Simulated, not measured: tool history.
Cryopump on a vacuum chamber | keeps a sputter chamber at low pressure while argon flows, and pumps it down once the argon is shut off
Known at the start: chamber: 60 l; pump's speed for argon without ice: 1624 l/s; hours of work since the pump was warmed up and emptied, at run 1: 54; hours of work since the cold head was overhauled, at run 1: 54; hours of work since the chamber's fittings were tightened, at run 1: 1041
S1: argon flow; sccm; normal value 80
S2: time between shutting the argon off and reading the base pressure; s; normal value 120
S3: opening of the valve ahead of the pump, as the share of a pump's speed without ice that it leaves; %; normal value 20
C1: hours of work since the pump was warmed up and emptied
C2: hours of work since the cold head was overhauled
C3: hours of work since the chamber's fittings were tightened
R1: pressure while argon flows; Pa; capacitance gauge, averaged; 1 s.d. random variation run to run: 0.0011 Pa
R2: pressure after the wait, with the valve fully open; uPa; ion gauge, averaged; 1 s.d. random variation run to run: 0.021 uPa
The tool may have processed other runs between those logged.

run	hour	S1	S2	S3	C1	C2	C3	R1	R2
1	0.0	80	120	20	54	54	1041	0.4161	2.58
2	13.9	80	120	20	61	61	1048	0.4168	2.68
3	24.5	80	120	20	66	66	1053	0.4198	2.59
4	45.1	80	120	20	76	76	1063	0.4191	2.69
5	54.8	80	120	20	81	81	1068	0.4193	2.71
6	68.0	80	120	20	88	88	1074	0.4177	2.75
7	86.7	70	120	20	97	97	1083	0.3662	2.75
8	107.2	80	138	20	107	107	1093	0.4179	2.76
# hour 130.7: leaking fittings of the chamber tightened, without venting
9	130.7	80	120	20	117	117	0	0.4194	0.46
10	143.9	80	119	20	124	124	6	0.4196	0.49
11	162.8	80	119	20	133	133	16	0.4181	0.50
12	183.5	80	119	20	143	143	26	0.4193	0.53
13	198.8	54	120	20	151	151	33	0.2838	0.53
14	218.2	80	120	20	160	160	43	0.4182	0.58
15	228.8	80	120	20	165	165	48	0.4198	0.55
16	242.9	80	120	26	172	172	55	0.3230	0.56
17	256.7	80	33	26	179	179	62	0.3246	1.22
18	267.9	125	120	20	184	184	67	0.6529	0.62
19	276.6	158	177	20	189	189	71	0.8311	0.53
20	285.7	136	120	27	193	193	76	0.5326	0.63
21	303.6	78	79	16	202	202	85	0.5117	0.80
22	315.1	70	30	22	207	207	90	0.3334	1.35
23	329.6	36	120	22	215	215	97	0.1724	0.61
24	349.9	119	120	20	224	224	107	0.6241	0.64
25	370.3	80	120	31	234	234	117	0.2725	0.72
26	389.6	80	120	31	244	244	127	0.2729	0.76
27	405.7	45	120	38	252	252	135	0.1260	0.80
28	425.0	45	120	38	261	261	144	0.1261	0.79
29	434.8	65	126	53	266	266	149	0.1316	0.79
30	455.5	80	195	23	276	276	159	0.3666	0.69
31	476.6	80	195	23	286	286	169	0.3678	0.73
32	490.5	80	195	23	293	293	176	0.3670	0.73
33	505.6	36	23	24	301	301	183	0.1592	1.95

Each row is a separate what-if for the run after 33, all from the same tool condition, not one after another. Results?
A	519.5	101	61	19	307	307	190	?	?
B	519.5	72	113	26	307	307	190	?	?
C	519.5	90	199	42	307	307	190	?	?
D	519.5	111	23	22	307	307	190	?	?
E	519.5	59	56	39	307	307	190	?	?

run	R1	R2
A	0.5619	1.14
B	0.2921	0.93
C	0.2299	0.79
D	0.5333	1.96
E	0.1620	1.18
The same runs, with their run-to-run variation unchanged, on a tool lacking any hidden condition would have given:
run	R1	R2
A	0.5545	0.70
B	0.2869	0.49
C	0.2233	0.34
D	0.5252	1.52
E	0.1577	0.73
